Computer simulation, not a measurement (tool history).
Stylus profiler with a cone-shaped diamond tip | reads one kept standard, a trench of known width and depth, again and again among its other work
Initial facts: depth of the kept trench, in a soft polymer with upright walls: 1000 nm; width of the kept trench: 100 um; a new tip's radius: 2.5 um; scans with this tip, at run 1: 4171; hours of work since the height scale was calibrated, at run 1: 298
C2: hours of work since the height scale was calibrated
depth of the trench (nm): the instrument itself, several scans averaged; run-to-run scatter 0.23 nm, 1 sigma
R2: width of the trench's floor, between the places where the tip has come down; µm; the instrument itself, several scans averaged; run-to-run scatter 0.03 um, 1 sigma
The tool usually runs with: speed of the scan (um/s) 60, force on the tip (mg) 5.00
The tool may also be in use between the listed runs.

{"run": 1, "day": 0.0, "speed of the scan (um/s)": 60, "force on the tip (mg)": 5.0, "scans with this tip": 4171, "C2": 298, "depth of the trench (nm)": 1018.01, "R2": 95.73}
{"run": 2, "day": 3.329, "speed of the scan (um/s)": 60, "force on the tip (mg)": 5.0, "scans with this tip": 4930, "C2": 352, "depth of the trench (nm)": 1017.73, "R2": 95.77}
{"run": 3, "day": 8.138, "speed of the scan (um/s)": 60, "force on the tip (mg)": 5.0, "scans with this tip": 6025, "C2": 430, "depth of the trench (nm)": 1017.84, "R2": 95.76}
{"run": 4, "day": 10.917, "speed of the scan (um/s)": 60, "force on the tip (mg)": 5.0, "scans with this tip": 6657, "C2": 475, "depth of the trench (nm)": 1017.92, "R2": 95.79}
{"run": 5, "day": 13.738, "speed of the scan (um/s)": 60, "force on the tip (mg)": 5.0, "scans with this tip": 7300, "C2": 521, "depth of the trench (nm)": 1017.58, "R2": 95.69}
{"run": 6, "day": 18.554, "speed of the scan (um/s)": 60, "force on the tip (mg)": 3.57, "scans with this tip": 8398, "C2": 599, "depth of the trench (nm)": 1013.83, "R2": 95.66}
{"run": 7, "day": 23.225, "speed of the scan (um/s)": 38, "force on the tip (mg)": 5.0, "scans with this tip": 9462, "C2": 675, "depth of the trench (nm)": 1018.1, "R2": 95.88}
{"run": 8, "day": 27.679, "speed of the scan (um/s)": 60, "force on the tip (mg)": 5.0, "scans with this tip": 10477, "C2": 748, "depth of the trench (nm)": 1017.79, "R2": 95.79}
{"run": 9, "day": 32.275, "speed of the scan (um/s)": 60, "force on the tip (mg)": 5.0, "scans with this tip": 11523, "C2": 822, "depth of the trench (nm)": 1017.7, "R2": 95.73}
{"run": 10, "day": 34.25, "speed of the scan (um/s)": 60, "force on the tip (mg)": 5.0, "scans with this tip": 11973, "C2": 854, "depth of the trench (nm)": 1017.79, "R2": 95.74}
{"run": 11, "day": 37.646, "speed of the scan (um/s)": 60, "force on the tip (mg)": 5.0, "scans with this tip": 12747, "C2": 909, "depth of the trench (nm)": 1017.65, "R2": 95.77}
{"run": 12, "day": 40.621, "speed of the scan (um/s)": 60, "force on the tip (mg)": 4.39, "scans with this tip": 13425, "C2": 958, "depth of the trench (nm)": 1016.15, "R2": 95.74}
{"run": 13, "day": 44.717, "speed of the scan (um/s)": 60, "force on the tip (mg)": 4.39, "scans with this tip": 14358, "C2": 1024, "depth of the trench (nm)": 1016.12, "R2": 95.8}
{"run": 14, "day": 47.425, "speed of the scan (um/s)": 60, "force on the tip (mg)": 4.39, "scans with this tip": 14974, "C2": 1068, "depth of the trench (nm)": 1016.23, "R2": 95.73}
{"run": 15, "day": 49.567, "speed of the scan (um/s)": 60, "force on the tip (mg)": 4.39, "scans with this tip": 15462, "C2": 1103, "depth of the trench (nm)": 1016.44, "R2": 95.76}
{"run": 16, "day": 52.662, "speed of the scan (um/s)": 16, "force on the tip (mg)": 11.91, "scans with this tip": 16167, "C2": 1154, "depth of the trench (nm)": 1031.85, "R2": 95.97}
{"run": 17, "day": 56.021, "speed of the scan (um/s)": 16, "force on the tip (mg)": 11.91, "scans with this tip": 16933, "C2": 1208, "depth of the trench (nm)": 1031.84, "R2": 95.9}
{"run": 18, "day": 60.425, "speed of the scan (um/s)": 179, "force on the tip (mg)": 5.02, "scans with this tip": 17936, "C2": 1280, "depth of the trench (nm)": 1017.5, "R2": 95.32}
{"run": 19, "day": 62.529, "speed of the scan (um/s)": 179, "force on the tip (mg)": 5.02, "scans with this tip": 18415, "C2": 1314, "depth of the trench (nm)": 1018.03, "R2": 95.32}
{"run": 20, "day": 65.271, "speed of the scan (um/s)": 26, "force on the tip (mg)": 14.82, "scans with this tip": 19040, "C2": 1358, "depth of the trench (nm)": 1037.01, "R2": 95.93}
{"run": 21, "day": 69.679, "speed of the scan (um/s)": 54, "force on the tip (mg)": 11.17, "scans with this tip": 20044, "C2": 1430, "depth of the trench (nm)": 1030.2, "R2": 95.87}
{"run": 22, "day": 73.804, "speed of the scan (um/s)": 148, "force on the tip (mg)": 2.64, "scans with this tip": 20984, "C2": 1497, "depth of the trench (nm)": 1012.07, "R2": 95.2}
{"day": 75.592, "done": "height scale calibrated on a step standard"}
{"run": 23, "day": 78.525, "speed of the scan (um/s)": 88, "force on the tip (mg)": 2.12, "scans with this tip": 22054, "C2": 48, "depth of the trench (nm)": 1010.32, "R2": 95.53}
{"run": 24, "day": 82.983, "speed of the scan (um/s)": 88, "force on the tip (mg)": 2.12, "scans with this tip": 23070, "C2": 120, "depth of the trench (nm)": 1009.49, "R2": 95.52}
{"run": 25, "day": 86.429, "speed of the scan (um/s)": 94, "force on the tip (mg)": 5.0, "scans with this tip": 23855, "C2": 176, "depth of the trench (nm)": 1018.02, "R2": 95.63}
{"run": 26, "day": 90.254, "speed of the scan (um/s)": 18, "force on the tip (mg)": 2.88, "scans with this tip": 24727, "C2": 238, "depth of the trench (nm)": 1012.04, "R2": 95.92}
{"run": 27, "day": 92.633, "speed of the scan (um/s)": 97, "force on the tip (mg)": 4.23, "scans with this tip": 25269, "C2": 277, "depth of the trench (nm)": 1016.04, "R2": 95.59}
{"run": 28, "day": 95.388, "speed of the scan (um/s)": 208, "force on the tip (mg)": 12.05, "scans with this tip": 25895, "C2": 322, "depth of the trench (nm)": 1032.09, "R2": 95.51}
{"run": 29, "day": 98.708, "speed of the scan (um/s)": 30, "force on the tip (mg)": 12.05, "scans with this tip": 26652, "C2": 376, "depth of the trench (nm)": 1031.83, "R2": 95.9}

What if the next run were any one of these 3? Each begins from the tool's condition after run 29:
{"run": "A", "day": 100.762, "speed of the scan (um/s)": 109, "force on the tip (mg)": 7.23, "scans with this tip": 27120, "C2": 409, "depth of the trench (nm)": "?", "R2": "?"}
{"run": "B", "day": 100.762, "speed of the scan (um/s)": 18, "force on the tip (mg)": 14.33, "scans with this tip": 27120, "C2": 409, "depth of the trench (nm)": "?", "R2": "?"}
{"run": "C", "day": 100.762, "speed of the scan (um/s)": 128, "force on the tip (mg)": 12.05, "scans with this tip": 27120, "C2": 409, "depth of the trench (nm)": "?", "R2": "?"}

run=A depth_of_the_trench_(nm)=1022.45 R2=95.60
run=B depth_of_the_trench_(nm)=1035.98 R2=95.91
run=C depth_of_the_trench_(nm)=1032.14 R2=95.65
With the hidden condition removed and each run's random variation left untouched, the same runs would have given:
run=A depth_of_the_trench_(nm)=1022.45 R2=95.63
run=B depth_of_the_trench_(nm)=1035.99 R2=95.94
run=C depth_of_the_trench_(nm)=1032.14 R2=95.68

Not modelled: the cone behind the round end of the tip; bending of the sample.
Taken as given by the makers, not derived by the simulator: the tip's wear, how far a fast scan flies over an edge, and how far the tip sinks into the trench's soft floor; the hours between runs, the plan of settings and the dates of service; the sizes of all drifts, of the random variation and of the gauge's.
